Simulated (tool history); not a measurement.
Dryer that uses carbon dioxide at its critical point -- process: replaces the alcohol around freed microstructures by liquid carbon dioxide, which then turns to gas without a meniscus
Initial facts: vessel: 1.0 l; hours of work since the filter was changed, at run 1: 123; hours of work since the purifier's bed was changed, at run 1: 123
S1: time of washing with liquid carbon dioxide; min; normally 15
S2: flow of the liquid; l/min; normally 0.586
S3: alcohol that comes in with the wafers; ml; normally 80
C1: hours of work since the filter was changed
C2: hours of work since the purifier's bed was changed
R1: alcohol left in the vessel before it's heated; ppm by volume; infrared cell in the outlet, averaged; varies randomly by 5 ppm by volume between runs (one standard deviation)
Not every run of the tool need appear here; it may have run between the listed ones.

run   hour  S1     S2   S3   C1   C2    R1
  1      0  15  0.586   80  123  123    49
  2   43.7  15  0.586   80  145  145    53
  3   79.7  15  0.586   46  164  164    41
  4  115.6  15  0.586   46  183  183    46
  5  161.4  15  0.586  110  206  206    78
  6    199  15  0.586  110  226  226    88
  7  241.8  15  0.586  110  248  248    90
  8  274.2  23  0.586   80  265  265    30
  9  295.5  23  0.586   80  276  276    37
 10  319.7  23  0.586   80  288  288    30
 11  342.1  15  0.586   80  300  300    97
     365.2  -- inlet filter changed
 12  372.2  15  0.912   42    4  315    35
 13  414.9  15  0.717   20   26  337    43
 14  448.7  10  0.435   75   43  355  1255
 15  473.7  19  0.593   80   56  368    54
 16  496.7  19  0.593   80   68  380    44
 17  527.4  19  0.586   50   84  396    59
 18  559.2  13  0.374   50  101  412   591
 19  582.5  13  0.489   39  113  424   168

How the hidden state differs across the entries between the runs, from the last listed run before each to the first after it:
Logged between run 11 and run 12: inlet filter changed (hour 365.2)
  flow that reaches the vessel past the clogged filter, %: 85.8 -> 99.7; alcohol in the recycled carbon dioxide, ppm: 36.6 -> 38
  what was measured, less what the result would be without the hidden state, R1: +72 -> +34 ppm by volume

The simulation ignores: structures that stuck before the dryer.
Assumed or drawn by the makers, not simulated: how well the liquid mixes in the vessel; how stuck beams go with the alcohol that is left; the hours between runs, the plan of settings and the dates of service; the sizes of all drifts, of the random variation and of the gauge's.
